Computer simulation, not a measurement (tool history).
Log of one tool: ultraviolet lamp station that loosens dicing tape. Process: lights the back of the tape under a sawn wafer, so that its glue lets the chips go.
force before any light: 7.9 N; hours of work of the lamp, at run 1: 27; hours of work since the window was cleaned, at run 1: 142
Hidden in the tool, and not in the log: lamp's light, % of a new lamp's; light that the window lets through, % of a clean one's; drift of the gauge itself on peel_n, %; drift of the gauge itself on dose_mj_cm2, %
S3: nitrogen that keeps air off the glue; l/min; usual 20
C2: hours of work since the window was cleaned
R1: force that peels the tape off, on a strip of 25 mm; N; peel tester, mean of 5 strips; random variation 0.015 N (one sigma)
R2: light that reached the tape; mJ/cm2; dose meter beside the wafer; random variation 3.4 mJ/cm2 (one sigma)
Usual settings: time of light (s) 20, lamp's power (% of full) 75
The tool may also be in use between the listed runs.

run 1 hour=0.0 | time_of_light_(s)=20 lamp's_power_(%_of_full)=75 S3=20 | hours_of_work_of_the_lamp=27 C2=142 | R1=0.811 R2=507
run 2 hour=14.1 | time_of_light_(s)=20 lamp's_power_(%_of_full)=75 S3=9 | hours_of_work_of_the_lamp=36 C2=151 | R1=1.329 R2=498
run 3 hour=31.8 | time_of_light_(s)=20 lamp's_power_(%_of_full)=75 S3=21 | hours_of_work_of_the_lamp=46 C2=162 | R1=0.823 R2=487
run 4 hour=45.2 | time_of_light_(s)=20 lamp's_power_(%_of_full)=91 S3=21 | hours_of_work_of_the_lamp=55 C2=170 | R1=0.570 R2=592
run 5 hour=62.0 | time_of_light_(s)=20 lamp's_power_(%_of_full)=91 S3=21 | hours_of_work_of_the_lamp=65 C2=180 | R1=0.572 R2=583
run 6 hour=86.6 | time_of_light_(s)=20 lamp's_power_(%_of_full)=91 S3=21 | hours_of_work_of_the_lamp=80 C2=196 | R1=0.593 R2=582
run 7 hour=104.4 | time_of_light_(s)=20 lamp's_power_(%_of_full)=91 S3=21 | hours_of_work_of_the_lamp=91 C2=207 | R1=0.589 R2=576
run 8 hour=115.7 | time_of_light_(s)=20 lamp's_power_(%_of_full)=91 S3=21 | hours_of_work_of_the_lamp=98 C2=214 | R1=0.607 R2=576
run 9 hour=130.5 | time_of_light_(s)=20 lamp's_power_(%_of_full)=65 S3=21 | hours_of_work_of_the_lamp=107 C2=223 | R1=1.189 R2=405
run 10 hour=152.9 | time_of_light_(s)=20 lamp's_power_(%_of_full)=75 S3=20 | hours_of_work_of_the_lamp=121 C2=237 | R1=0.948 R2=460
run 11 hour=166.2 | time_of_light_(s)=20 lamp's_power_(%_of_full)=75 S3=20 | hours_of_work_of_the_lamp=129 C2=245 | R1=1.012 R2=462
run 12 hour=188.2 | time_of_light_(s)=20 lamp's_power_(%_of_full)=75 S3=20 | hours_of_work_of_the_lamp=143 C2=258 | R1=0.979 R2=454
run 13 hour=199.1 | time_of_light_(s)=33 lamp's_power_(%_of_full)=75 S3=19 | hours_of_work_of_the_lamp=150 C2=265 | R1=0.369 R2=745
run 14 hour=214.3 | time_of_light_(s)=33 lamp's_power_(%_of_full)=90 S3=19 | hours_of_work_of_the_lamp=159 C2=274 | R1=0.264 R2=881
-- hour=232.1 window cleaned of glue's vapour
run 15 hour=233.4 | time_of_light_(s)=33 lamp's_power_(%_of_full)=90 S3=23 | hours_of_work_of_the_lamp=170 C2=1 | R1=0.198 R2=998
run 16 hour=257.5 | time_of_light_(s)=18 lamp's_power_(%_of_full)=72 S3=30 | hours_of_work_of_the_lamp=185 C2=16 | R1=0.857 R2=437
run 17 hour=275.0 | time_of_light_(s)=18 lamp's_power_(%_of_full)=72 S3=30 | hours_of_work_of_the_lamp=196 C2=26 | R1=0.915 R2=427
run 18 hour=286.4 | time_of_light_(s)=18 lamp's_power_(%_of_full)=72 S3=30 | hours_of_work_of_the_lamp=203 C2=33 | R1=0.914 R2=425
run 19 hour=299.8 | time_of_light_(s)=33 lamp's_power_(%_of_full)=63 S3=33 | hours_of_work_of_the_lamp=211 C2=42 | R1=0.318 R2=678
run 20 hour=310.9 | time_of_light_(s)=33 lamp's_power_(%_of_full)=63 S3=33 | hours_of_work_of_the_lamp=218 C2=49 | R1=0.327 R2=674
run 21 hour=336.9 | time_of_light_(s)=15 lamp's_power_(%_of_full)=100 S3=12 | hours_of_work_of_the_lamp=234 C2=65 | R1=1.307 R2=477
run 22 hour=347.6 | time_of_light_(s)=14 lamp's_power_(%_of_full)=100 S3=8 | hours_of_work_of_the_lamp=241 C2=71 | R1=1.801 R2=440
run 23 hour=363.3 | time_of_light_(s)=27 lamp's_power_(%_of_full)=75 S3=10 | hours_of_work_of_the_lamp=251 C2=81 | R1=0.802 R2=634
run 24 hour=384.8 | time_of_light_(s)=27 lamp's_power_(%_of_full)=75 S3=10 | hours_of_work_of_the_lamp=264 C2=94 | R1=0.825 R2=632

Forecast each of these 5 alternatives for the next run:
run A hour=405.4 | time_of_light_(s)=34 lamp's_power_(%_of_full)=75 S3=20 | hours_of_work_of_the_lamp=276 C2=107 | R1=? R2=?
run B hour=405.4 | time_of_light_(s)=22 lamp's_power_(%_of_full)=94 S3=8 | hours_of_work_of_the_lamp=276 C2=107 | R1=? R2=?
run C hour=405.4 | time_of_light_(s)=20 lamp's_power_(%_of_full)=70 S3=9 | hours_of_work_of_the_lamp=276 C2=107 | R1=? R2=?
run D hour=405.4 | time_of_light_(s)=21 lamp's_power_(%_of_full)=75 S3=10 | hours_of_work_of_the_lamp=276 C2=107 | R1=? R2=?
run E hour=405.4 | time_of_light_(s)=20 lamp's_power_(%_of_full)=75 S3=6 | hours_of_work_of_the_lamp=276 C2=107 | R1=? R2=?

run=A R1=0.316 R2=786
run=B R1=0.948 R2=640
run=C R1=1.716 R2=434
run=D R1=1.351 R2=485
run=E R1=1.893 R2=463
Without the tool's hidden state the same runs would have given:
run=A R1=0.232 R2=928
run=B R1=0.678 R2=756
run=C R1=1.323 R2=512
run=D R1=1.007 R2=572
run=E R1=1.485 R2=547
